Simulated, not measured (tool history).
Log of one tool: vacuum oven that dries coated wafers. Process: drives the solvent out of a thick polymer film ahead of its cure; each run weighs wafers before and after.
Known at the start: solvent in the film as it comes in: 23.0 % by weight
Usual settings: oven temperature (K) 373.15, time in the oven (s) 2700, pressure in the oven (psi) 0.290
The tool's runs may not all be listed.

Run 1, day 0.000: usual settings. Result: solvent left in the film (%) 2.31.
Run 2, day 1.508: usual settings. Result: solvent left in the film (%) 2.28.
Run 3, day 4.588: usual settings but time in the oven (s) 2460. Result: solvent left in the film (%) 2.68.
Run 4, day 6.554: usual settings but time in the oven (s) 2460, pressure in the oven (psi) 0.606. Result: solvent left in the film (%) 3.40.
Run 5, day 8.921: usual settings but oven temperature (K) 379.15. Result: solvent left in the film (%) 1.18.
Run 6, day 11.308: usual settings but oven temperature (K) 379.15. Result: solvent left in the film (%) 1.29.
Run 7, day 13.746: usual settings but pressure in the oven (psi) 1.083. Result: solvent left in the film (%) 4.35.
Run 8, day 16.354: usual settings. Result: solvent left in the film (%) 2.48.
Run 9, day 18.417: usual settings. Result: solvent left in the film (%) 2.47.
Run 10, day 20.767: usual settings. Result: solvent left in the film (%) 2.46.
Run 11, day 22.025: usual settings. Result: solvent left in the film (%) 2.50.
Run 12, day 23.296: usual settings. Result: solvent left in the film (%) 2.47.
Run 13, day 25.608: usual settings but pressure in the oven (psi) 0.935. Result: solvent left in the film (%) 4.01.
Run 14, day 27.229: usual settings but pressure in the oven (psi) 0.935. Result: solvent left in the film (%) 4.01.
Run 15, day 29.704: usual settings. Result: solvent left in the film (%) 2.44.
Run 16, day 31.125: usual settings. Result: solvent left in the film (%) 2.45.
Run 17, day 33.792: usual settings. Result: solvent left in the film (%) 2.48.
Run 18, day 35.117: usual settings. Result: solvent left in the film (%) 2.49.
Run 19, day 37.083: usual settings. Result: solvent left in the film (%) 2.44.
Run 20, day 39.092: usual settings. Result: solvent left in the film (%) 2.48.
Run 21, day 41.829: usual settings. Result: solvent left in the film (%) 2.44.
Run 22, day 44.633: usual settings. Result: solvent left in the film (%) 2.47.
Run 23, day 46.317: usual settings. Result: solvent left in the film (%) 2.46.
Run 24, day 48.879: usual settings. Result: solvent left in the film (%) 2.46.
Run 25, day 50.904: usual settings but oven temperature (K) 381.15, time in the oven (s) 3900. Result: solvent left in the film (%) 0.69.
Run 26, day 52.583: usual settings but oven temperature (K) 375.15, time in the oven (s) 1920, pressure in the oven (psi) 0.724. Result: solvent left in the film (%) 4.29.
Run 27, day 55.208: usual settings but oven temperature (K) 375.15, time in the oven (s) 1920, pressure in the oven (psi) 0.724. Result: solvent left in the film (%) 4.29.
Run 28, day 57.254: usual settings but oven temperature (K) 375.15, time in the oven (s) 1920, pressure in the oven (psi) 0.724. Result: solvent left in the film (%) 4.34.
Run 29, day 59.221: usual settings but oven temperature (K) 365.15. Result: solvent left in the film (%) 5.07.
Run 30, day 61.183: usual settings but oven temperature (K) 360.15, time in the oven (s) 1440. Result: solvent left in the film (%) 11.04.
Run 31, day 63.688: usual settings but oven temperature (K) 360.15, time in the oven (s) 1440. Result: solvent left in the film (%) 11.05.
Run 32, day 65.625: usual settings but oven temperature (K) 369.15, time in the oven (s) 4440, pressure in the oven (psi) 0.686. Result: solvent left in the film (%) 2.92.
Run 33, day 67.392: usual settings but oven temperature (K) 384.15, time in the oven (s) 4440, pressure in the oven (psi) 0.686. Result: solvent left in the film (%) 1.33.
Run 34, day 68.654: usual settings but oven temperature (K) 363.15, time in the oven (s) 4440, pressure in the oven (psi) 0.151. Result: solvent left in the film (%) 2.74.
Run 35, day 70.925: usual settings but oven temperature (K) 363.15, time in the oven (s) 4440, pressure in the oven (psi) 0.151. Result: solvent left in the film (%) 2.74.
Run 36, day 72.367: usual settings but oven temperature (K) 363.15, time in the oven (s) 4440, pressure in the oven (psi) 0.151. Result: solvent left in the film (%) 2.75.
Run 37, day 74.346: usual settings but oven temperature (K) 363.15, time in the oven (s) 4440, pressure in the oven (psi) 0.151. Result: solvent left in the film (%) 2.75.
Run 38, day 76.125: usual settings but oven temperature (K) 363.15, time in the oven (s) 4440, pressure in the oven (psi) 0.151. Result: solvent left in the film (%) 2.76.
Run 39, day 78.392: usual settings but oven temperature (K) 384.15, time in the oven (s) 2160, pressure in the oven (psi) 0.995. Result: solvent left in the film (%) 2.23.
Run 40, day 79.892: usual settings but oven temperature (K) 378.15, time in the oven (s) 2580, pressure in the oven (psi) 0.412. Result: solvent left in the film (%) 1.80.
Run 41, day 81.771: usual settings but oven temperature (K) 365.15, time in the oven (s) 1980, pressure in the oven (psi) 0.412. Result: solvent left in the film (%) 7.28.
Run 42, day 83.258: usual settings but oven temperature (K) 369.15, time in the oven (s) 3240. Result: solvent left in the film (%) 2.76.
Run 43, day 85.500: usual settings but oven temperature (K) 380.15, time in the oven (s) 2640. Result: solvent left in the film (%) 1.22.
Run 44, day 87.900: usual settings but oven temperature (K) 380.15, time in the oven (s) 2640, pressure in the oven (psi) 0.173. Result: solvent left in the film (%) 1.00.
Run 45, day 89.804: usual settings but time in the oven (s) 2460, pressure in the oven (psi) 0.175. Result: solvent left in the film (%) 2.54.
Run 46, day 92.862: usual settings but time in the oven (s) 2460, pressure in the oven (psi) 0.175. Result: solvent left in the film (%) 2.82.

Not shown: 2 entries that the log had between the listed runs. Between which runs, and how does the tool's hidden state differ before and after?
Between runs 5 and 6: oven's thermocouples calibrated (day 9.638)
  true wafer temperature over the reading, C: 0.65 -> -0.08; true pressure over the reading, kPa: 0.114 -> 0.127
  measured less the result without the state, solvent left in the film (%): -0.06 -> +0.05
Between runs 45 and 46: oven's thermocouples calibrated (day 90.788)
  true wafer temperature over the reading, C: 0.75 -> -0.16; true pressure over the reading, kPa: 0.601 -> 0.618
  measured less the result without the state, solvent left in the film (%): +0.00 -> +0.26
